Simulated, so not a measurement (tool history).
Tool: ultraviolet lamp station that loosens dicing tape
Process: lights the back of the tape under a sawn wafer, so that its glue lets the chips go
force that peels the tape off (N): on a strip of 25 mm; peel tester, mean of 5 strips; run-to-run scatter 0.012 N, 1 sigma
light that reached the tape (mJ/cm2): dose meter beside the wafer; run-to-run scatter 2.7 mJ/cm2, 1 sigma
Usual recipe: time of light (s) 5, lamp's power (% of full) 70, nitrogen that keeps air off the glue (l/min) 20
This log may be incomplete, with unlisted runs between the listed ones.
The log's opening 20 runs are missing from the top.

run,hour,time of light (s),lamp's power (% of full),nitrogen that keeps air off the glue (l/min),hours of work of the lamp,hours of work since the window was cleaned,force that peels the tape off (N),light that reached the tape (mJ/cm2)
21,563.5,5,70,20,665,187,1.147,272
22,581.3,5,70,20,674,196,1.145,269
# hour 617.1: window cleaned of glue's vapour
23,617.1,5,81,20,691,0,0.635,343
24,648.9,2,81,20,707,16,3.533,133
25,671.6,2,81,20,719,27,3.636,134
26,691.2,6,88,20,729,37,0.333,430
27,720.6,6,62,10,743,52,1.293,303
28,739.4,4,64,10,753,62,2.633,203
29,761.9,10,88,36,764,73,0.079,699
30,797.0,6,76,20,782,90,0.567,358
31,823.1,6,76,20,795,104,0.586,353
32,850.9,2,74,20,809,118,4.124,116
33,878.5,7,82,34,823,131,0.247,434
34,915.1,7,82,34,841,150,0.260,427
35,952.3,2,78,20,860,169,4.242,114
36,974.8,2,78,20,871,180,4.254,118
37,990.8,5,63,19,879,188,1.702,221
38,1015.3,8,63,20,892,200,0.586,357
39,1037.9,6,72,7,903,212,1.526,305
# hour 1043.6: window cleaned of glue's vapour
40,1074.9,6,86,7,921,16,0.810,404
41,1098.7,5,63,36,933,28,1.124,243
42,1136.5,5,63,36,952,47,1.152,238
43,1166.4,5,63,36,967,62,1.245,237

Each row is a separate what-if for the run after 43, all from the same tool condition, not one after another. Results?
A,1186.1,2,79,19,977,72,?,?
B,1186.1,5,63,29,977,72,?,?
C,1186.1,4,70,11,977,72,?,?

run,force that peels the tape off (N),light that reached the tape (mJ/cm2)
A,4.108,121
B,1.265,241
C,2.323,212
With the hidden condition removed and each run's random variation left untouched, the same runs would have given:
run,force that peels the tape off (N),light that reached the tape (mJ/cm2)
A,2.788,167
B,0.579,333
C,1.283,293

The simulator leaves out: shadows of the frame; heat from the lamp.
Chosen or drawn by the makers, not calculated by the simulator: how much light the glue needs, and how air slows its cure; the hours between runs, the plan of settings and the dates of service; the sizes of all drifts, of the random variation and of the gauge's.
